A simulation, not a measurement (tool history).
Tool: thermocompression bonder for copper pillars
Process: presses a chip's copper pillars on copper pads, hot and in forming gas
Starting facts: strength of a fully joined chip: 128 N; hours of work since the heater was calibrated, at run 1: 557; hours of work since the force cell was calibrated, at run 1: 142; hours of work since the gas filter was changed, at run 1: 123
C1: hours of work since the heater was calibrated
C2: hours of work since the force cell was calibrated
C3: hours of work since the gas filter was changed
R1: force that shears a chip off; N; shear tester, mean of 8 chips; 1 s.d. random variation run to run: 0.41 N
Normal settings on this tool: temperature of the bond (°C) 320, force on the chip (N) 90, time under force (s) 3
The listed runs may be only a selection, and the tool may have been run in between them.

run 1 day=0.000 | temperature_of_the_bond_(°C)=320 force_on_the_chip_(N)=90 time_under_force_(s)=3 | C1=557 C2=142 C3=123 | R1=80.2
run 2 day=0.329 | temperature_of_the_bond_(°C)=320 force_on_the_chip_(N)=90 time_under_force_(s)=3 | C1=560 C2=146 C3=126 | R1=81.3
run 3 day=0.975 | temperature_of_the_bond_(°C)=320 force_on_the_chip_(N)=73 time_under_force_(s)=3 | C1=568 C2=153 C3=134 | R1=73.9
run 4 day=1.288 | temperature_of_the_bond_(°C)=320 force_on_the_chip_(N)=73 time_under_force_(s)=3 | C1=571 C2=156 C3=137 | R1=73.4
run 5 day=1.967 | temperature_of_the_bond_(°C)=320 force_on_the_chip_(N)=90 time_under_force_(s)=3 | C1=579 C2=164 C3=145 | R1=81.2
run 6 day=2.579 | temperature_of_the_bond_(°C)=320 force_on_the_chip_(N)=90 time_under_force_(s)=3 | C1=586 C2=171 C3=152 | R1=80.6
run 7 day=2.996 | temperature_of_the_bond_(°C)=320 force_on_the_chip_(N)=122 time_under_force_(s)=3 | C1=590 C2=176 C3=157 | R1=92.0
run 8 day=3.500 | temperature_of_the_bond_(°C)=320 force_on_the_chip_(N)=122 time_under_force_(s)=3 | C1=596 C2=182 C3=162 | R1=91.2
run 9 day=3.788 | temperature_of_the_bond_(°C)=320 force_on_the_chip_(N)=122 time_under_force_(s)=3 | C1=599 C2=185 C3=165 | R1=91.4
run 10 day=4.167 | temperature_of_the_bond_(°C)=320 force_on_the_chip_(N)=122 time_under_force_(s)=3 | C1=604 C2=189 C3=170 | R1=91.0
run 11 day=4.800 | temperature_of_the_bond_(°C)=320 force_on_the_chip_(N)=122 time_under_force_(s)=3 | C1=611 C2=196 C3=177 | R1=91.3
run 12 day=5.296 | temperature_of_the_bond_(°C)=299 force_on_the_chip_(N)=90 time_under_force_(s)=3 | C1=617 C2=202 C3=183 | R1=66.4
-- day=5.388 force cell calibrated
run 13 day=5.683 | temperature_of_the_bond_(°C)=299 force_on_the_chip_(N)=90 time_under_force_(s)=3 | C1=620 C2=3 C3=186 | R1=65.8
run 14 day=6.221 | temperature_of_the_bond_(°C)=299 force_on_the_chip_(N)=90 time_under_force_(s)=3 | C1=626 C2=9 C3=192 | R1=64.9
run 15 day=6.608 | temperature_of_the_bond_(°C)=320 force_on_the_chip_(N)=90 time_under_force_(s)=3 | C1=631 C2=14 C3=197 | R1=80.3
run 16 day=7.179 | temperature_of_the_bond_(°C)=320 force_on_the_chip_(N)=90 time_under_force_(s)=3 | C1=637 C2=20 C3=203 | R1=80.2
-- day=7.696 force cell calibrated, once more
run 17 day=7.796 | temperature_of_the_bond_(°C)=320 force_on_the_chip_(N)=90 time_under_force_(s)=3 | C1=643 C2=1 C3=209 | R1=80.7
run 18 day=8.321 | temperature_of_the_bond_(°C)=320 force_on_the_chip_(N)=90 time_under_force_(s)=3 | C1=649 C2=7 C3=215 | R1=79.7
run 19 day=8.979 | temperature_of_the_bond_(°C)=305 force_on_the_chip_(N)=90 time_under_force_(s)=3 | C1=657 C2=14 C3=223 | R1=70.1
run 20 day=9.596 | temperature_of_the_bond_(°C)=305 force_on_the_chip_(N)=90 time_under_force_(s)=3 | C1=664 C2=21 C3=230 | R1=69.9
-- day=9.871 forming gas filter changed
run 21 day=10.075 | temperature_of_the_bond_(°C)=341 force_on_the_chip_(N)=87 time_under_force_(s)=3 | C1=669 C2=27 C3=2 | R1=95.6
run 22 day=10.638 | temperature_of_the_bond_(°C)=341 force_on_the_chip_(N)=87 time_under_force_(s)=3 | C1=675 C2=33 C3=9 | R1=96.1
run 23 day=11.033 | temperature_of_the_bond_(°C)=341 force_on_the_chip_(N)=87 time_under_force_(s)=3 | C1=680 C2=38 C3=13 | R1=96.7
run 24 day=11.612 | temperature_of_the_bond_(°C)=306 force_on_the_chip_(N)=87 time_under_force_(s)=6 | C1=686 C2=44 C3=20 | R1=88.9
run 25 day=12.183 | temperature_of_the_bond_(°C)=318 force_on_the_chip_(N)=90 time_under_force_(s)=3 | C1=693 C2=50 C3=26 | R1=82.6
run 26 day=12.538 | temperature_of_the_bond_(°C)=294 force_on_the_chip_(N)=90 time_under_force_(s)=3 | C1=697 C2=55 C3=30 | R1=65.4
run 27 day=13.050 | temperature_of_the_bond_(°C)=294 force_on_the_chip_(N)=86 time_under_force_(s)=3 | C1=703 C2=60 C3=36 | R1=63.9
run 28 day=13.433 | temperature_of_the_bond_(°C)=294 force_on_the_chip_(N)=86 time_under_force_(s)=3 | C1=707 C2=65 C3=40 | R1=63.1
run 29 day=14.100 | temperature_of_the_bond_(°C)=294 force_on_the_chip_(N)=102 time_under_force_(s)=3 | C1=714 C2=72 C3=48 | R1=69.8
run 30 day=14.783 | temperature_of_the_bond_(°C)=294 force_on_the_chip_(N)=102 time_under_force_(s)=3 | C1=722 C2=80 C3=56 | R1=69.5
run 31 day=15.129 | temperature_of_the_bond_(°C)=345 force_on_the_chip_(N)=130 time_under_force_(s)=7 | C1=726 C2=84 C3=59 | R1=120.1
run 32 day=15.833 | temperature_of_the_bond_(°C)=345 force_on_the_chip_(N)=130 time_under_force_(s)=7 | C1=734 C2=92 C3=67 | R1=119.9
run 33 day=16.446 | temperature_of_the_bond_(°C)=345 force_on_the_chip_(N)=130 time_under_force_(s)=7 | C1=741 C2=99 C3=74 | R1=120.2
run 34 day=17.038 | temperature_of_the_bond_(°C)=301 force_on_the_chip_(N)=110 time_under_force_(s)=2 | C1=748 C2=105 C3=81 | R1=67.8
run 35 day=17.562 | temperature_of_the_bond_(°C)=301 force_on_the_chip_(N)=110 time_under_force_(s)=2 | C1=754 C2=111 C3=87 | R1=68.4

Below, each run's measurement less what the same run would have read without the hidden state. Both values contain the same run-to-run variation, but the gauge's scatter may not be the same in both:
Unlogged tool condition in this case: true temperature of the bond over the reading, C; force that reaches the chip, % of what is set; oxide that the forming gas leaves, % of the face; drift of the gauge itself on shear_n, %.
run=1 R1=+1.7
run=2 R1=+1.6
run=3 R1=+1.8
run=4 R1=+1.8
run=5 R1=+1.5
run=6 R1=+1.4
run=7 R1=+0.8
run=8 R1=+0.8
run=9 R1=+0.7
run=10 R1=+0.7
run=11 R1=+0.6
run=12 R1=+1.8
run=13 R1=+1.9
run=14 R1=+1.8
run=15 R1=+1.2
run=16 R1=+1.0
run=17 R1=+0.8
run=18 R1=+0.7
run=19 R1=+1.3
run=20 R1=+1.1
run=21 R1=+3.9
run=22 R1=+3.9
run=23 R1=+3.9
run=24 R1=+4.5
run=25 R1=+4.3
run=26 R1=+4.5
run=27 R1=+4.4
run=28 R1=+4.3
run=29 R1=+4.5
run=30 R1=+4.4
run=31 R1=+0.4
run=32 R1=+0.1
run=33 R1=+0.0
run=34 R1=+4.1
run=35 R1=+4.0
